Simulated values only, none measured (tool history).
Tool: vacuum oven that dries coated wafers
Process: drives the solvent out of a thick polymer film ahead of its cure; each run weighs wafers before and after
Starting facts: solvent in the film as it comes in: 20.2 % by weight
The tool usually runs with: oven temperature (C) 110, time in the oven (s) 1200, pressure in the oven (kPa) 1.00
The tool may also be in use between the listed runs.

run,hour,oven temperature (C),time in the oven (s),pressure in the oven (kPa),solvent left in the film (%)
1,0.0,110,1200,1.00,3.79
2,84.4,110,1200,1.00,3.95
3,180.1,110,1200,1.00,3.79
4,244.1,110,1200,1.00,3.84
5,340.3,110,1200,1.00,3.90
6,392.9,110,1200,1.00,3.98
7,468.7,106,1320,1.00,4.56
8,534.1,98,1440,2.95,10.52
9,641.5,110,1740,2.47,5.37
10,697.5,119,1680,0.65,1.94
# hour 725.4: oven's thermocouples calibrated
11,807.8,119,1680,0.65,2.01

Subtracting, for every run, the result it would have given without the tool's unlogged condition from the measured result gives the following. The same run-to-run variation enters both numbers; the gauge's scatter may not:
Unlogged tool condition in this case: true wafer temperature over the reading, C; true pressure over the reading, kPa; drift of the gauge itself on solvent_pct, %.
run,solvent left in the film (%)
1,+1.05
2,+1.06
3,+1.04
4,+1.05
5,+1.06
6,+1.09
7,+1.21
8,+1.34
9,+1.13
10,+1.03
11,+1.16

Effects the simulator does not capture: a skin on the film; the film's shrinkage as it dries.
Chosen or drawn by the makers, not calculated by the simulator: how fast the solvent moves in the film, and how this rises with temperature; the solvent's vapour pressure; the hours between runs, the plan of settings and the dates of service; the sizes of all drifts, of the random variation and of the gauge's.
